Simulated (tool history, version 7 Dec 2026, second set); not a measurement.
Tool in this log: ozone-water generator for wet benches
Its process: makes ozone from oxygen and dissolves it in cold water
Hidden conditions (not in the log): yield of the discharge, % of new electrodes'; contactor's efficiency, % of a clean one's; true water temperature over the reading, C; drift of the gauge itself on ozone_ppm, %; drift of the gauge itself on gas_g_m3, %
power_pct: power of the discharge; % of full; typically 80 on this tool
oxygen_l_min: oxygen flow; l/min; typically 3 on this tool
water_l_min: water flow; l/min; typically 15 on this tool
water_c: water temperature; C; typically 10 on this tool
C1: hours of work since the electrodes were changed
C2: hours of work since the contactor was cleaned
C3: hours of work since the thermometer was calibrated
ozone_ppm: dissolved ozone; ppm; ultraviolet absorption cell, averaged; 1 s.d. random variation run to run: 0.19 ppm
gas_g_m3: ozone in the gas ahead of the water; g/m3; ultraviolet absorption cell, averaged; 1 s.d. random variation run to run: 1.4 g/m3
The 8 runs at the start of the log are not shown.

run 9 hour=1352 | power_pct=80 oxygen_l_min=2.26 water_l_min=15 water_c=10 | C1=1757 C2=5735 C3=1498 | ozone_ppm=21.8 gas_g_m3=296.8
run 10 hour=1498.3 | power_pct=80 oxygen_l_min=2.26 water_l_min=15 water_c=10 | C1=1878 C2=5856 C3=1619 | ozone_ppm=21.8 gas_g_m3=295.1
run 11 hour=1650.7 | power_pct=80 oxygen_l_min=2.26 water_l_min=15 water_c=10 | C1=2004 C2=5982 C3=1745 | ozone_ppm=21.7 gas_g_m3=294.1
-- hour=1760.8 contactor cleaned
run 12 hour=1826.6 | power_pct=80 oxygen_l_min=2.26 water_l_min=15 water_c=10 | C1=2146 C2=54 C3=1887 | ozone_ppm=23.4 gas_g_m3=293.8
run 13 hour=2037.1 | power_pct=80 oxygen_l_min=3 water_l_min=15 water_c=10 | C1=2320 C2=228 C3=2062 | ozone_ppm=24.8 gas_g_m3=255.5
run 14 hour=2255.5 | power_pct=80 oxygen_l_min=3 water_l_min=15 water_c=10 | C1=2500 C2=409 C3=2242 | ozone_ppm=24.8 gas_g_m3=254.2
run 15 hour=2371.5 | power_pct=80 oxygen_l_min=3 water_l_min=15 water_c=10 | C1=2596 C2=505 C3=2338 | ozone_ppm=24.7 gas_g_m3=254.8
run 16 hour=2480.9 | power_pct=80 oxygen_l_min=3 water_l_min=15 water_c=10 | C1=2687 C2=595 C3=2428 | ozone_ppm=24.5 gas_g_m3=253.2
run 17 hour=2614.1 | power_pct=80 oxygen_l_min=3 water_l_min=15 water_c=10 | C1=2797 C2=705 C3=2539 | ozone_ppm=24.3 gas_g_m3=251.6
run 18 hour=2835.6 | power_pct=80 oxygen_l_min=3 water_l_min=15 water_c=10 | C1=2980 C2=889 C3=2722 | ozone_ppm=24.1 gas_g_m3=249.9
run 19 hour=2990.1 | power_pct=65 oxygen_l_min=3 water_l_min=18 water_c=10 | C1=3108 C2=1016 C3=2849 | ozone_ppm=17.2 gas_g_m3=209.6
run 20 hour=3082 | power_pct=65 oxygen_l_min=3 water_l_min=18 water_c=10 | C1=3184 C2=1092 C3=2925 | ozone_ppm=16.8 gas_g_m3=209.7
run 21 hour=3264.6 | power_pct=65 oxygen_l_min=3 water_l_min=18 water_c=6 | C1=3335 C2=1243 C3=3076 | ozone_ppm=17.8 gas_g_m3=208.6
run 22 hour=3400.9 | power_pct=65 oxygen_l_min=2.46 water_l_min=18 water_c=7 | C1=3447 C2=1356 C3=3189 | ozone_ppm=16.3 gas_g_m3=227.5
run 23 hour=3518.6 | power_pct=65 oxygen_l_min=2.46 water_l_min=10 water_c=9 | C1=3545 C2=1453 C3=3286 | ozone_ppm=26.8 gas_g_m3=226
-- hour=3670.1 water thermometer calibrated
run 24 hour=3702 | power_pct=42 oxygen_l_min=2.46 water_l_min=9 water_c=6 | C1=3696 C2=1605 C3=26 | ozone_ppm=20.5 gas_g_m3=155.5
run 25 hour=3886.7 | power_pct=42 oxygen_l_min=2.46 water_l_min=21 water_c=14 | C1=3849 C2=1757 C3=179 | ozone_ppm=9.2 gas_g_m3=156.2
run 26 hour=4106.1 | power_pct=71 oxygen_l_min=2.17 water_l_min=14 water_c=12 | C1=4030 C2=1939 C3=360 | ozone_ppm=20.5 gas_g_m3=256.7
run 27 hour=4262.5 | power_pct=53 oxygen_l_min=2.17 water_l_min=10 water_c=12 | C1=4159 C2=2068 C3=490 | ozone_ppm=20.9 gas_g_m3=201.1
run 28 hour=4426.8 | power_pct=51 oxygen_l_min=4.82 water_l_min=11 water_c=13 | C1=4295 C2=2204 C3=626 | ozone_ppm=19.7 gas_g_m3=133.2
run 29 hour=4538.3 | power_pct=91 oxygen_l_min=5.19 water_l_min=21 water_c=9 | C1=4387 C2=2296 C3=718 | ozone_ppm=21.8 gas_g_m3=209.2
run 30 hour=4668.6 | power_pct=71 oxygen_l_min=3.74 water_l_min=13 water_c=6 | C1=4495 C2=2404 C3=826 | ozone_ppm=25.5 gas_g_m3=199.4
run 31 hour=4866.5 | power_pct=71 oxygen_l_min=3.74 water_l_min=13 water_c=6 | C1=4659 C2=2567 C3=989 | ozone_ppm=25.2 gas_g_m3=198.2

Estimate the outcome of run 32 from the log above:
run 32 hour=4961 | power_pct=71 oxygen_l_min=4.79 water_l_min=9 water_c=18 | C1=4737 C2=2646 C3=1067 | ozone_ppm=? gas_g_m3=?

ozone_ppm: 26 ppm
gas_g_m3: 175.9 g/m3
On a tool with no hidden condition, and with the same random variation, this run would have come out at ozone_ppm 29.9 ppm, gas_g_m3 195.1 g/m3.
